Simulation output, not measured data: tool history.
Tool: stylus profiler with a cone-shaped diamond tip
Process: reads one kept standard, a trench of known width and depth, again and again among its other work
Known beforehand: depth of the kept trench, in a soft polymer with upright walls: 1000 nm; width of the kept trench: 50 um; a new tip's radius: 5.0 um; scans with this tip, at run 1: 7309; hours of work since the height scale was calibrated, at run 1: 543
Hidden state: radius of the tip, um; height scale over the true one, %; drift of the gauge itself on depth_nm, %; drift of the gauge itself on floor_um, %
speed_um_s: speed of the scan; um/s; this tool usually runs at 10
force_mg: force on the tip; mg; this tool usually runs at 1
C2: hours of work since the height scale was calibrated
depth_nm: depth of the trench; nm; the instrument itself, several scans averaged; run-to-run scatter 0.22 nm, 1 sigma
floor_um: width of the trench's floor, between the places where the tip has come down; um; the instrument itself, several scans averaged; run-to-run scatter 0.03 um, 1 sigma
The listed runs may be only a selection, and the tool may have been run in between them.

Run 1, hour 0: usual settings; scans with this tip 7309; C2 543. Result: depth_nm 1003.11 nm, floor_um 43.11 um.
Run 2, hour 47.8: usual settings; scans with this tip 7677; C2 570. Result: depth_nm 1002.61 nm, floor_um 43.06 um.
Run 3, hour 106.2: usual settings; scans with this tip 8126; C2 603. Result: depth_nm 1002.99 nm, floor_um 43.05 um.
Run 4, hour 168.1: usual settings; scans with this tip 8602; C2 638. Result: depth_nm 1002.95 nm, floor_um 42.94 um.
Run 5, hour 222.1: usual settings; scans with this tip 9017; C2 669. Result: depth_nm 1002.73 nm, floor_um 42.92 um.
Run 6, hour 275.9: usual settings; scans with this tip 9430; C2 700. Result: depth_nm 1002.66 nm, floor_um 42.91 um.
Run 7, hour 342.1: usual settings; scans with this tip 9940; C2 738. Result: depth_nm 1002.18 nm, floor_um 42.81 um.
Run 8, hour 405: usual settings but force_mg 2.77 mg; scans with this tip 10423; C2 774. Result: depth_nm 1006.84 nm, floor_um 42.85 um.
Run 9, hour 447.3: usual settings but speed_um_s 3 um/s; scans with this tip 10748; C2 798. Result: depth_nm 1002.26 nm, floor_um 42.8 um.
Run 10, hour 487.7: usual settings but speed_um_s 22 um/s; scans with this tip 11059; C2 821. Result: depth_nm 1002.84 nm, floor_um 42.71 um.
Run 11, hour 519.7: usual settings but speed_um_s 22 um/s; scans with this tip 11305; C2 839. Result: depth_nm 1002.6 nm, floor_um 42.75 um.
Run 12, hour 571.4: usual settings but speed_um_s 2 um/s; scans with this tip 11702; C2 869. Result: depth_nm 1002.48 nm, floor_um 42.77 um.
Run 13, hour 621.4: usual settings but speed_um_s 2 um/s; scans with this tip 12087; C2 897. Result: depth_nm 1002.05 nm, floor_um 42.67 um.
Run 14, hour 648.3: usual settings but speed_um_s 2 um/s; scans with this tip 12294; C2 913. Result: depth_nm 1002.12 nm, floor_um 42.71 um.
At hour 651.7: height scale calibrated on a step standard.
Run 15, hour 685.8: usual settings but speed_um_s 2 um/s; scans with this tip 12578; C2 19. Result: depth_nm 1001.66 nm, floor_um 42.7 um.
Run 16, hour 728: usual settings but speed_um_s 2 um/s, force_mg 0.66 mg; scans with this tip 12902; C2 44. Result: depth_nm 1000.92 nm, floor_um 42.67 um.
Run 17, hour 770.7: usual settings but speed_um_s 2 um/s, force_mg 0.66 mg; scans with this tip 13231; C2 68. Result: depth_nm 1000.88 nm, floor_um 42.6 um.
Run 18, hour 831.9: usual settings; scans with this tip 13701; C2 103. Result: depth_nm 1001.79 nm, floor_um 42.56 um.
Run 19, hour 895.9: usual settings but speed_um_s 5 um/s; scans with this tip 14194; C2 139. Result: depth_nm 1001.8 nm, floor_um 42.43 um.
Run 20, hour 949.7: usual settings but speed_um_s 5 um/s; scans with this tip 14607; C2 170. Result: depth_nm 1001.06 nm, floor_um 42.52 um.
Run 21, hour 1003.3: usual settings but speed_um_s 5 um/s; scans with this tip 15019; C2 201. Result: depth_nm 1001.74 nm, floor_um 42.46 um.
At hour 1025.9: height scale calibrated on a step standard, once more.
Run 22, hour 1068.6: usual settings but speed_um_s 5 um/s, force_mg 1.48 mg; scans with this tip 15517; C2 24. Result: depth_nm 1005.1 nm, floor_um 42.4 um.
Run 23, hour 1130.7: usual settings but speed_um_s 5 um/s, force_mg 1.54 mg; scans with this tip 15995; C2 60. Result: depth_nm 1005.57 nm, floor_um 42.35 um.
Run 24, hour 1174.8: usual settings but speed_um_s 18 um/s; scans with this tip 16334; C2 85. Result: depth_nm 1003.98 nm, floor_um 42.31 um.
Run 25, hour 1214.8: usual settings but speed_um_s 18 um/s; scans with this tip 16642; C2 108. Result: depth_nm 1003.92 nm, floor_um 42.27 um.
Run 26, hour 1260.2: usual settings but speed_um_s 18 um/s, force_mg 1.02 mg; scans with this tip 16991; C2 134. Result: depth_nm 1003.92 nm, floor_um 42.25 um.
Run 27, hour 1294.4: usual settings but force_mg 0.53 mg; scans with this tip 17253; C2 153. Result: depth_nm 1002.45 nm, floor_um 42.24 um.
Run 28, hour 1345.1: usual settings but speed_um_s 5 um/s, force_mg 1.75 mg; scans with this tip 17643; C2 182. Result: depth_nm 1005.64 nm, floor_um 42.22 um.
Run 29, hour 1400.9: usual settings but speed_um_s 5 um/s, force_mg 1.75 mg; scans with this tip 18072; C2 214. Result: depth_nm 1005.5 nm, floor_um 42.12 um.
Run 30, hour 1455.5: usual settings but speed_um_s 39 um/s, force_mg 0.65 mg; scans with this tip 18492; C2 245. Result: depth_nm 1002.49 nm, floor_um 41.94 um.
Run 31, hour 1496: usual settings but speed_um_s 8 um/s, force_mg 1.51 mg; scans with this tip 18804; C2 268. Result: depth_nm 1004.58 nm, floor_um 42.09 um.
Run 32, hour 1530.3: usual settings but force_mg 0.87 mg; scans with this tip 19068; C2 288. Result: depth_nm 1002.88 nm, floor_um 42.05 um.
Run 33, hour 1557.3: usual settings but speed_um_s 2 um/s, force_mg 0.56 mg; scans with this tip 19275; C2 303. Result: depth_nm 1002 nm, floor_um 42.12 um.
Run 34, hour 1620: usual settings but speed_um_s 13 um/s, force_mg 0.61 mg; scans with this tip 19757; C2 339. Result: depth_nm 1002.23 nm, floor_um 42 um.
Run 35, hour 1680.2: usual settings but speed_um_s 13 um/s, force_mg 0.41 mg; scans with this tip 20220; C2 373. Result: depth_nm 1001.76 nm, floor_um 41.94 um.
Run 36, hour 1746.2: usual settings but speed_um_s 16 um/s, force_mg 2.88 mg; scans with this tip 20727; C2 411. Result: depth_nm 1006.97 nm, floor_um 41.9 um.
Run 37, hour 1787.9: usual settings but speed_um_s 5 um/s, force_mg 0.4 mg; scans with this tip 21048; C2 435. Result: depth_nm 1001.27 nm, floor_um 41.93 um.
Run 38, hour 1840.7: usual settings but speed_um_s 4 um/s, force_mg 1.16 mg; scans with this tip 21454; C2 465. Result: depth_nm 1003 nm, floor_um 41.84 um.
Run 39, hour 1867.8: usual settings but speed_um_s 4 um/s, force_mg 1.16 mg; scans with this tip 21662; C2 480. Result: depth_nm 1003.62 nm, floor_um 41.88 um.
Run 40, hour 1909.6: usual settings but speed_um_s 4 um/s, force_mg 1.16 mg; scans with this tip 21984; C2 504. Result: depth_nm 1003.32 nm, floor_um 41.91 um.
Run 41, hour 1975: usual settings but speed_um_s 3 um/s, force_mg 0.9 mg; scans with this tip 22487; C2 542. Result: depth_nm 1002.84 nm, floor_um 41.78 um.
Run 42, hour 2018.6: usual settings but speed_um_s 3 um/s, force_mg 0.9 mg; scans with this tip 22821; C2 567. Result: depth_nm 1002.65 nm, floor_um 41.81 um.
Run 43, hour 2054.1: usual settings but speed_um_s 2 um/s, force_mg 1.25 mg; scans with this tip 23094; C2 587. Result: depth_nm 1003.38 nm, floor_um 41.79 um.

Hidden state or all else? Some run-to-run changes of depth_nm, split into what the settings, what came in and random variation would give without the hidden state, and what is left for the hidden state (with any gauge scatter that isn't in both results):
Run 7 -> 8: force_mg 1 -> 2.77. depth_nm +4.66 nm: hidden state -0.07, all else +4.73.
Run 14 -> 15: height scale calibrated on a step standard. depth_nm -0.46 nm: hidden state -0.33, all else -0.13.
Run 18 -> 19: speed_um_s 10 -> 5. depth_nm +0.01 nm: hidden state -0.09, all else +0.1.
Run 21 -> 22: force_mg 1 -> 1.48, height scale calibrated on a step standard, once more. depth_nm +3.36 nm: hidden state +2.49, all else +0.87.
Run 35 -> 36: speed_um_s 13 -> 16, force_mg 0.41 -> 2.88. depth_nm +5.21 nm: hidden state -0.08, all else +5.29.
Run 36 -> 37: speed_um_s 16 -> 5, force_mg 2.88 -> 0.4. depth_nm -5.7 nm: hidden state -0.05, all else -5.65.
